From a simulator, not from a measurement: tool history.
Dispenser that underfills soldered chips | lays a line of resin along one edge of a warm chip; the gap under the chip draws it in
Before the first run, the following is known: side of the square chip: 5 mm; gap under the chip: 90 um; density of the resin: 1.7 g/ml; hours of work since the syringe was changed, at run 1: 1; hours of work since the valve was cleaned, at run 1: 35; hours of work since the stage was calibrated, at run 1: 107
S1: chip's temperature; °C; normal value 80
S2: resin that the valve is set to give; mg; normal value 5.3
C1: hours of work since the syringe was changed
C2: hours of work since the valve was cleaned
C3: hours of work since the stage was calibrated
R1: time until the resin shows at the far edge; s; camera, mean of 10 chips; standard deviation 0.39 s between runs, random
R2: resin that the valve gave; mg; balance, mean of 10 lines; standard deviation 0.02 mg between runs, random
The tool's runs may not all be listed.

| run | hour | S1 | S2 | C1 | C2 | C3 | R1 | R2 |
|---|---|---|---|---|---|---|---|---|
| 1 | 0 | 80 | 5.3 | 1 | 35 | 107 | 25.4 | 5.19 |
| 2 | 4.5 | 80 | 5.3 | 3 | 37 | 110 | 27.6 | 5.23 |
| 3 | 9.2 | 80 | 5.3 | 6 | 40 | 113 | 31.8 | 5.2 |
| 4 | 12.4 | 80 | 6.47 | 8 | 42 | 115 | 33.7 | 6.35 |
|  | 16.2 | new syringe of resin |
|  | 17.2 | dispensing valve cleaned and set on the balance |
| 5 | 18.8 | 80 | 6.47 | 1 | 1 | 118 | 25.8 | 6.5 |
| 6 | 22.7 | 80 | 6.47 | 3 | 3 | 120 | 27.1 | 6.45 |
| 7 | 27.1 | 80 | 6.47 | 6 | 6 | 123 | 31.1 | 6.46 |
| 8 | 31.6 | 80 | 6.47 | 9 | 9 | 126 | 34.4 | 6.43 |
|  | 34.8 | new syringe of resin |
| 9 | 34.8 | 94 | 4.5 | 0 | 11 | 128 | 16.2 | 4.49 |
| 10 | 40.4 | 71 | 4.84 | 3 | 14 | 131 | 40 | 4.81 |
| 11 | 43.2 | 86 | 6.71 | 5 | 16 | 133 | 23.9 | 6.67 |
| 12 | 45.7 | 84 | 6.57 | 7 | 17 | 134 | 28 | 6.52 |
| 13 | 50.1 | 73 | 5.3 | 9 | 20 | 137 | 46.8 | 5.25 |

5 ways to go on from here, each from the tool as it stands after run 13. What would each give?
|  | 52.4 | new syringe of resin |
| A | 54.4 | 66 | 5.71 | 1 | 23 | 140 | ? | ? |
|  | 52.4 | new syringe of resin |
| B | 54.4 | 85 | 4.89 | 1 | 23 | 140 | ? | ? |
|  | 52.4 | new syringe of resin |
| C | 54.4 | 86 | 6.34 | 1 | 23 | 140 | ? | ? |
|  | 52.4 | new syringe of resin |
| D | 54.4 | 75 | 5.3 | 1 | 23 | 140 | ? | ? |
|  | 52.4 | new syringe of resin |
| E | 54.4 | 76 | 5.13 | 1 | 23 | 140 | ? | ? |

| run | R1 | R2 |
|---|---|---|
| A | 42.6 | 5.65 |
| B | 21.5 | 4.84 |
| C | 21.3 | 6.28 |
| D | 30.5 | 5.22 |
| E | 29.8 | 5.05 |
Without the tool's hidden state the same runs would have given:
| run | R1 | R2 |
|---|---|---|
| A | 41.6 | 5.71 |
| B | 20.9 | 4.89 |
| C | 20.7 | 6.34 |
| D | 29.8 | 5.28 |
| E | 29 | 5.1 |
